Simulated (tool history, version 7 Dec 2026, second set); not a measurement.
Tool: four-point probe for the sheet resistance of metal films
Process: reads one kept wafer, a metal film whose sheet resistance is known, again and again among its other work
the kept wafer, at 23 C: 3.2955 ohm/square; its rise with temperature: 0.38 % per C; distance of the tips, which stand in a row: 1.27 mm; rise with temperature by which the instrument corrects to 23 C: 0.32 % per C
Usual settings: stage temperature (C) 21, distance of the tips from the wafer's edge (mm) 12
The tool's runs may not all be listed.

| run | hour | stage temperature (C) | distance of the tips from the wafer's edge (mm) | sheet resistance as the instrument gives it (ohm/square) |
|---|---|---|---|---|
| 1 | 0 | 21 | 12 | 3.285698 |
| 2 | 29.4 | 21 | 12 | 3.285566 |
| 3 | 69.3 | 21 | 12 | 3.284608 |
| 4 | 118.3 | 21 | 12 | 3.283998 |
| 5 | 149.6 | 21 | 37 | 3.266009 |
| 6 | 198.4 | 21 | 37 | 3.266099 |
| 7 | 236.3 | 21 | 37 | 3.265018 |
| 8 | 287.5 | 27 | 34 | 3.276786 |
| 9 | 332 | 31 | 20 | 3.288219 |
| 10 | 376.2 | 31 | 20 | 3.287034 |
| 11 | 431.7 | 31 | 20 | 3.279437 |

Not shown: 1 entry that the log had between the listed runs. Between which runs, and how does the tool's hidden state differ before and after?
Between runs 10 and 11: stage's thermometer calibrated (hour 396.7)
  inner tips' distance over the nominal, %: -1.073 -> -1.098; tips' flats over new ones', %: 73 -> 77; wafer's true temperature over the reading, C: 0.62 -> 0.01
  measured less the result without the state, sheet resistance as the instrument gives it (ohm/square): -0.030913 -> -0.039265

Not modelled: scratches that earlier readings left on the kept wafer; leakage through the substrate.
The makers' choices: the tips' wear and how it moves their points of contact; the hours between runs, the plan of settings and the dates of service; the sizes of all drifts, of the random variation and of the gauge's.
